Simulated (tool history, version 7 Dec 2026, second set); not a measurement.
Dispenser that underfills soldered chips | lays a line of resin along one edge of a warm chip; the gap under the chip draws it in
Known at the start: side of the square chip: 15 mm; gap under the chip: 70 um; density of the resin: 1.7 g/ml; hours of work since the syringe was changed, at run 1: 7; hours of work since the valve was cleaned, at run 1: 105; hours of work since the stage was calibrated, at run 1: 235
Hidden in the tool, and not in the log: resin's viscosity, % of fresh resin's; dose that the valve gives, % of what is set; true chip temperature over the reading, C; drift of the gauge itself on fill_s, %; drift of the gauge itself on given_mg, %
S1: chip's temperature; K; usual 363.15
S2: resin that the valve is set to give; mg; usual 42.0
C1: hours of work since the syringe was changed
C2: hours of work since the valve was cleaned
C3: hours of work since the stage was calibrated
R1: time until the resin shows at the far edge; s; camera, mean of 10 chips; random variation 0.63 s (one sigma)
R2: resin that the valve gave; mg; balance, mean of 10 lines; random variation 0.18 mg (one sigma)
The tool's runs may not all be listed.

{"run": 1, "hour": 0.0, "S1": 363.15, "S2": 42.0, "C1": 7, "C2": 105, "C3": 235, "R1": 83.4, "R2": 38.87}
{"hour": 3.8, "done": "new syringe of resin"}
{"hour": 4.8, "done": "dispensing valve cleaned and set on the balance"}
{"run": 2, "hour": 12.4, "S1": 363.15, "S2": 42.0, "C1": 6, "C2": 6, "C3": 243, "R1": 75.4, "R2": 41.85}
{"hour": 18.0, "done": "new syringe of resin"}
{"run": 3, "hour": 26.6, "S1": 363.15, "S2": 42.0, "C1": 7, "C2": 16, "C3": 253, "R1": 79.7, "R2": 41.89}
{"hour": 30.8, "done": "new syringe of resin"}
{"run": 4, "hour": 37.9, "S1": 363.15, "S2": 42.0, "C1": 5, "C2": 25, "C3": 262, "R1": 74.6, "R2": 41.45}
{"hour": 43.6, "done": "new syringe of resin"}
{"run": 5, "hour": 45.7, "S1": 363.15, "S2": 42.0, "C1": 2, "C2": 30, "C3": 267, "R1": 56.7, "R2": 41.25}
{"run": 6, "hour": 54.1, "S1": 363.15, "S2": 42.0, "C1": 8, "C2": 37, "C3": 274, "R1": 86.2, "R2": 40.92}
{"hour": 56.1, "done": "new syringe of resin"}
{"hour": 68.3, "done": "new syringe of resin"}
{"run": 7, "hour": 69.1, "S1": 363.15, "S2": 51.1, "C1": 1, "C2": 47, "C3": 285, "R1": 52.9, "R2": 49.32}
{"run": 8, "hour": 78.7, "S1": 363.15, "S2": 51.1, "C1": 8, "C2": 55, "C3": 292, "R1": 85.1, "R2": 48.96}
{"hour": 81.3, "done": "new syringe of resin"}
{"run": 9, "hour": 85.7, "S1": 363.15, "S2": 42.0, "C1": 3, "C2": 60, "C3": 297, "R1": 64.9, "R2": 40.13}
{"hour": 93.8, "done": "new syringe of resin"}
{"run": 10, "hour": 94.5, "S1": 363.15, "S2": 42.0, "C1": 1, "C2": 66, "C3": 303, "R1": 53.0, "R2": 39.9}
{"run": 11, "hour": 104.7, "S1": 363.15, "S2": 42.0, "C1": 8, "C2": 74, "C3": 311, "R1": 89.3, "R2": 40.1}
{"hour": 106.0, "done": "new syringe of resin"}
{"run": 12, "hour": 117.2, "S1": 363.15, "S2": 42.0, "C1": 8, "C2": 83, "C3": 320, "R1": 92.1, "R2": 39.43}
{"hour": 118.4, "done": "new syringe of resin"}
{"run": 13, "hour": 125.1, "S1": 369.15, "S2": 42.0, "C1": 5, "C2": 89, "C3": 326, "R1": 54.7, "R2": 39.41}
{"hour": 131.0, "done": "new syringe of resin"}
{"run": 14, "hour": 133.3, "S1": 369.15, "S2": 36.8, "C1": 2, "C2": 95, "C3": 332, "R1": 46.0, "R2": 34.52}
{"run": 15, "hour": 141.9, "S1": 369.15, "S2": 36.8, "C1": 8, "C2": 101, "C3": 338, "R1": 70.6, "R2": 33.92}
{"hour": 144.1, "done": "new syringe of resin"}
{"run": 16, "hour": 149.8, "S1": 369.15, "S2": 36.8, "C1": 4, "C2": 107, "C3": 344, "R1": 53.6, "R2": 33.85}
{"hour": 151.9, "done": "dispensing valve cleaned and set on the balance"}
{"hour": 157.7, "done": "new syringe of resin"}
{"run": 17, "hour": 164.9, "S1": 363.15, "S2": 42.0, "C1": 5, "C2": 10, "C3": 355, "R1": 73.3, "R2": 41.54}
{"hour": 170.9, "done": "new syringe of resin"}
{"run": 18, "hour": 171.7, "S1": 363.15, "S2": 42.0, "C1": 1, "C2": 14, "C3": 360, "R1": 53.4, "R2": 41.49}
{"run": 19, "hour": 180.6, "S1": 363.15, "S2": 42.0, "C1": 7, "C2": 21, "C3": 366, "R1": 83.6, "R2": 41.52}

Run 20 comes next. What will it give?
{"hour": 183.3, "done": "new syringe of resin"}
{"run": 20, "hour": 192.5, "S1": 375.15, "S2": 48.1, "C1": 7, "C2": 30, "C3": 375, "R1": "?", "R2": "?"}

R1: 46.9 s
R2: 46.93 mg
Without the tool's hidden state the same run would have given R1 32.1 s, R2 48.04 mg.
